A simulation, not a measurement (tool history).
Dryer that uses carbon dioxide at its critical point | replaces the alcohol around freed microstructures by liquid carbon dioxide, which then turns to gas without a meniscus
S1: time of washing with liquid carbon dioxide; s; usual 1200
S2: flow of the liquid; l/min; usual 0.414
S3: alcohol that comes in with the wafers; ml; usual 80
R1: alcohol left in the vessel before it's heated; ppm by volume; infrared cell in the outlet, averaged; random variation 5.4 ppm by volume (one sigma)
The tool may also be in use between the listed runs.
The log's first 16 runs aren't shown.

run,hour,S1,S2,S3,R1
17,377,1740,0.414,80,266
18,394,1200,0.414,80,424
19,416.3,1200,0.414,80,426
20,434.9,1200,0.414,80,425
21,451.2,1200,0.414,80,425
22,481.9,1200,0.414,80,455
23,514.3,1200,0.414,80,449
24,531.8,1200,0.414,27,339
# hour 547.5: purifier's bed changed
25,557.8,1200,0.414,27,78
26,574.6,1200,0.414,27,78
27,603.6,900,0.562,28,82
28,636,1440,0.623,108,32
29,655.3,840,0.42,46,704
30,680.1,1200,0.414,37,138
31,695.4,1740,0.563,80,42
32,724.4,1020,0.7,80,51
33,743,1020,0.7,80,60
34,761.7,1080,0.471,80,242
35,783.3,1020,0.5,91,302
36,811.4,1200,0.356,55,451
37,837.8,1200,0.262,55,1439
38,862.7,1200,0.317,43,601
39,884.9,1200,0.547,43,85
40,904.6,1260,0.554,31,78

The next listed run, before its measurement:
# hour 923: inlet filter changed
41,926.2,1200,0.473,47,?

R1: 112 ppm by volume
Without the tool's hidden state the same run would have given R1 44 ppm by volume.

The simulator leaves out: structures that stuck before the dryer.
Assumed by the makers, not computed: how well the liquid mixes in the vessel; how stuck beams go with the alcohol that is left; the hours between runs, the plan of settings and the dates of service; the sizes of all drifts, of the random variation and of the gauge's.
